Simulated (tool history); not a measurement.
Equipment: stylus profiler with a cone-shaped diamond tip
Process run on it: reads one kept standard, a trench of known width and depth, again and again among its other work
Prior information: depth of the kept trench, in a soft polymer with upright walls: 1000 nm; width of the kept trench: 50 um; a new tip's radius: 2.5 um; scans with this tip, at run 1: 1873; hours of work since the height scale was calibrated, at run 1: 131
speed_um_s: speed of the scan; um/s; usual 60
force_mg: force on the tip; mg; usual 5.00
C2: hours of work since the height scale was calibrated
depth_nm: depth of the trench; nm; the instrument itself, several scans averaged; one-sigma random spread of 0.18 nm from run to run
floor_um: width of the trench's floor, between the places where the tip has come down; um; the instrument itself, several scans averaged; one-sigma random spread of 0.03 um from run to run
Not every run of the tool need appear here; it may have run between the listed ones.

run 1 hour=0.0 | speed_um_s=60 force_mg=5.00 | scans_with_this_tip=1873 C2=131 | depth_nm=1024.28 floor_um=45.80
run 2 hour=19.3 | speed_um_s=60 force_mg=5.00 | scans_with_this_tip=2046 C2=143 | depth_nm=1024.48 floor_um=45.88
run 3 hour=39.9 | speed_um_s=60 force_mg=5.00 | scans_with_this_tip=2231 C2=156 | depth_nm=1024.17 floor_um=45.84
run 4 hour=60.4 | speed_um_s=60 force_mg=1.85 | scans_with_this_tip=2415 C2=169 | depth_nm=1012.61 floor_um=45.74
run 5 hour=77.6 | speed_um_s=60 force_mg=1.85 | scans_with_this_tip=2569 C2=180 | depth_nm=1011.95 floor_um=45.70
run 6 hour=93.4 | speed_um_s=141 force_mg=5.00 | scans_with_this_tip=2711 C2=190 | depth_nm=1024.29 floor_um=45.60
run 7 hour=108.0 | speed_um_s=60 force_mg=5.00 | scans_with_this_tip=2843 C2=199 | depth_nm=1023.84 floor_um=45.77
run 8 hour=128.1 | speed_um_s=75 force_mg=5.00 | scans_with_this_tip=3023 C2=211 | depth_nm=1023.90 floor_um=45.75
run 9 hour=146.5 | speed_um_s=238 force_mg=8.56 | scans_with_this_tip=3188 C2=223 | depth_nm=1034.86 floor_um=45.49
run 10 hour=159.7 | speed_um_s=35 force_mg=3.92 | scans_with_this_tip=3307 C2=231 | depth_nm=1020.20 floor_um=45.79
run 11 hour=169.7 | speed_um_s=83 force_mg=8.32 | scans_with_this_tip=3396 C2=237 | depth_nm=1034.10 floor_um=45.80

For run 12, what comes out?
run 12 hour=185.9 | speed_um_s=83 force_mg=8.32 | scans_with_this_tip=3542 C2=248 | depth_nm=? floor_um=?

depth_nm: 1034.19 nm
floor_um: 45.80 um
Had the tool carried no hidden state, the very same run would have given depth_nm 1035.01 nm, floor_um 45.87 um.

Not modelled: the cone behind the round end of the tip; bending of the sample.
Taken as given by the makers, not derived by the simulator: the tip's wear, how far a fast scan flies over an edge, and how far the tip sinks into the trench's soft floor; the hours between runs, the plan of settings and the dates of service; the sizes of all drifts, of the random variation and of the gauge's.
